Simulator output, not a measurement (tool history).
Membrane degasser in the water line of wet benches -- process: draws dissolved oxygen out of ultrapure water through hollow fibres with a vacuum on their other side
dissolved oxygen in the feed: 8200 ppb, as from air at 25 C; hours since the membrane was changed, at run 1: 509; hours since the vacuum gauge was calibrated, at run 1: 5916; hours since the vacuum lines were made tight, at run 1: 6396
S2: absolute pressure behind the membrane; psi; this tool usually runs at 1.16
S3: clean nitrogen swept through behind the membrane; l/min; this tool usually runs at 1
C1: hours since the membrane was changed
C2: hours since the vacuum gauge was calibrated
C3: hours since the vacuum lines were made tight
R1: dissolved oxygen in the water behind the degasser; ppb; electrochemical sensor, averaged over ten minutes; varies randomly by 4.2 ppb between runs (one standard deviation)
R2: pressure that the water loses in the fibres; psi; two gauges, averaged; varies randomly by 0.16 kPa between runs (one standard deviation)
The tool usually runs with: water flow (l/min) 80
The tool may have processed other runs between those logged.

{"run": 1, "hour": 0.0, "water flow (l/min)": 80, "S2": 1.16, "S3": 1, "C1": 509, "C2": 5916, "C3": 6396, "R1": 657.1, "R2": 5.491}
{"run": 2, "hour": 82.4, "water flow (l/min)": 66, "S2": 1.16, "S3": 1, "C1": 591, "C2": 5998, "C3": 6479, "R1": 572.6, "R2": 4.557}
{"run": 3, "hour": 132.1, "water flow (l/min)": 66, "S2": 1.16, "S3": 1, "C1": 641, "C2": 6048, "C3": 6529, "R1": 576.1, "R2": 4.512}
{"run": 4, "hour": 186.0, "water flow (l/min)": 86, "S2": 1.16, "S3": 1, "C1": 695, "C2": 6102, "C3": 6582, "R1": 692.6, "R2": 5.919}
{"run": 5, "hour": 224.8, "water flow (l/min)": 86, "S2": 1.16, "S3": 1, "C1": 734, "C2": 6141, "C3": 6621, "R1": 692.8, "R2": 5.929}
{"run": 6, "hour": 311.3, "water flow (l/min)": 86, "S2": 1.16, "S3": 1, "C1": 820, "C2": 6227, "C3": 6708, "R1": 684.9, "R2": 5.919}
{"run": 7, "hour": 360.6, "water flow (l/min)": 86, "S2": 1.16, "S3": 1, "C1": 869, "C2": 6276, "C3": 6757, "R1": 695.8, "R2": 5.902}
{"run": 8, "hour": 430.6, "water flow (l/min)": 86, "S2": 1.16, "S3": 1, "C1": 939, "C2": 6346, "C3": 6827, "R1": 688.5, "R2": 5.906}
{"run": 9, "hour": 470.7, "water flow (l/min)": 86, "S2": 1.16, "S3": 1, "C1": 980, "C2": 6387, "C3": 6867, "R1": 701.7, "R2": 5.989}
{"run": 10, "hour": 529.7, "water flow (l/min)": 80, "S2": 1.16, "S3": 1.29, "C1": 1039, "C2": 6446, "C3": 6926, "R1": 557.2, "R2": 5.538}
{"run": 11, "hour": 617.9, "water flow (l/min)": 80, "S2": 1.16, "S3": 1.29, "C1": 1127, "C2": 6534, "C3": 7014, "R1": 558.5, "R2": 5.513}
{"run": 12, "hour": 662.9, "water flow (l/min)": 80, "S2": 1.16, "S3": 1.29, "C1": 1172, "C2": 6579, "C3": 7059, "R1": 557.5, "R2": 5.53}
{"run": 13, "hour": 742.3, "water flow (l/min)": 79, "S2": 1.16, "S3": 1, "C1": 1251, "C2": 6658, "C3": 7139, "R1": 652.8, "R2": 5.481}
{"run": 14, "hour": 807.7, "water flow (l/min)": 79, "S2": 1.16, "S3": 1, "C1": 1316, "C2": 6723, "C3": 7204, "R1": 651, "R2": 5.469}
{"run": 15, "hour": 873.3, "water flow (l/min)": 80, "S2": 1.098, "S3": 1, "C1": 1382, "C2": 6789, "C3": 7270, "R1": 610.6, "R2": 5.522}
{"run": 16, "hour": 919.9, "water flow (l/min)": 80, "S2": 1.098, "S3": 1, "C1": 1429, "C2": 6836, "C3": 7316, "R1": 613.9, "R2": 5.519}
{"run": 17, "hour": 1003.1, "water flow (l/min)": 80, "S2": 1.733, "S3": 2.23, "C1": 1512, "C2": 6919, "C3": 7400, "R1": 640.5, "R2": 5.543}
{"run": 18, "hour": 1087.4, "water flow (l/min)": 80, "S2": 1.733, "S3": 2.06, "C1": 1596, "C2": 7003, "C3": 7484, "R1": 685.1, "R2": 5.513}
{"run": 19, "hour": 1126.5, "water flow (l/min)": 61, "S2": 1.101, "S3": 1, "C1": 1635, "C2": 7042, "C3": 7523, "R1": 504.4, "R2": 4.229}
{"run": 20, "hour": 1204.0, "water flow (l/min)": 75, "S2": 1.16, "S3": 1, "C1": 1713, "C2": 7120, "C3": 7600, "R1": 630.7, "R2": 5.168}
{"run": 21, "hour": 1276.6, "water flow (l/min)": 75, "S2": 1.16, "S3": 1, "C1": 1785, "C2": 7192, "C3": 7673, "R1": 641.2, "R2": 5.187}
{"hour": 1304.9, "done": "seals of the vacuum lines changed"}
{"run": 22, "hour": 1367.8, "water flow (l/min)": 75, "S2": 1.16, "S3": 1, "C1": 1875, "C2": 7282, "C3": 63, "R1": 631, "R2": 5.221}
{"run": 23, "hour": 1424.4, "water flow (l/min)": 96, "S2": 0.779, "S3": 2.14, "C1": 1931, "C2": 7338, "C3": 119, "R1": 250.9, "R2": 6.663}
{"run": 24, "hour": 1494.3, "water flow (l/min)": 96, "S2": 0.779, "S3": 2.14, "C1": 2001, "C2": 7408, "C3": 189, "R1": 250.8, "R2": 6.633}
{"run": 25, "hour": 1582.6, "water flow (l/min)": 80, "S2": 1.559, "S3": 2.45, "C1": 2089, "C2": 7496, "C3": 278, "R1": 523.4, "R2": 5.524}
{"run": 26, "hour": 1661.0, "water flow (l/min)": 80, "S2": 1.559, "S3": 2.45, "C1": 2168, "C2": 7575, "C3": 356, "R1": 524.9, "R2": 5.545}
{"run": 27, "hour": 1742.0, "water flow (l/min)": 69, "S2": 0.737, "S3": 0.68, "C1": 2249, "C2": 7656, "C3": 437, "R1": 348.9, "R2": 4.785}
{"run": 28, "hour": 1804.9, "water flow (l/min)": 101, "S2": 0.737, "S3": 0.68, "C1": 2312, "C2": 7719, "C3": 500, "R1": 463.4, "R2": 7.018}
{"run": 29, "hour": 1868.7, "water flow (l/min)": 75, "S2": 2.038, "S3": 0.68, "C1": 2375, "C2": 7782, "C3": 564, "R1": 1603.5, "R2": 5.182}
{"run": 30, "hour": 1953.1, "water flow (l/min)": 53, "S2": 1.16, "S3": 2.69, "C1": 2460, "C2": 7867, "C3": 648, "R1": 225.7, "R2": 3.704}
{"run": 31, "hour": 2030.9, "water flow (l/min)": 53, "S2": 1.16, "S3": 2.69, "C1": 2538, "C2": 7945, "C3": 726, "R1": 224.4, "R2": 3.674}

Below are 3 alternative next runs, each starting from the tool's condition after run 31. Predict each:
{"run": "A", "hour": 2078.1, "water flow (l/min)": 74, "S2": 2.163, "S3": 0.47, "C1": 2585, "C2": 7992, "C3": 773, "R1": "?", "R2": "?"}
{"run": "B", "hour": 2078.1, "water flow (l/min)": 50, "S2": 2.032, "S3": 2.72, "C1": 2585, "C2": 7992, "C3": 773, "R1": "?", "R2": "?"}
{"run": "C", "hour": 2078.1, "water flow (l/min)": 114, "S2": 2.131, "S3": 2.69, "C1": 2585, "C2": 7992, "C3": 773, "R1": "?", "R2": "?"}

run=A R1=2064 R2=5.181
run=B R1=445.7 R2=3.453
run=C R1=966.3 R2=7.947
With the hidden condition removed and each run's random variation left untouched, the same runs would have given:
run=A R1=2002.4 R2=5.131
run=B R1=428.2 R2=3.421
run=C R1=932.7 R2=7.871

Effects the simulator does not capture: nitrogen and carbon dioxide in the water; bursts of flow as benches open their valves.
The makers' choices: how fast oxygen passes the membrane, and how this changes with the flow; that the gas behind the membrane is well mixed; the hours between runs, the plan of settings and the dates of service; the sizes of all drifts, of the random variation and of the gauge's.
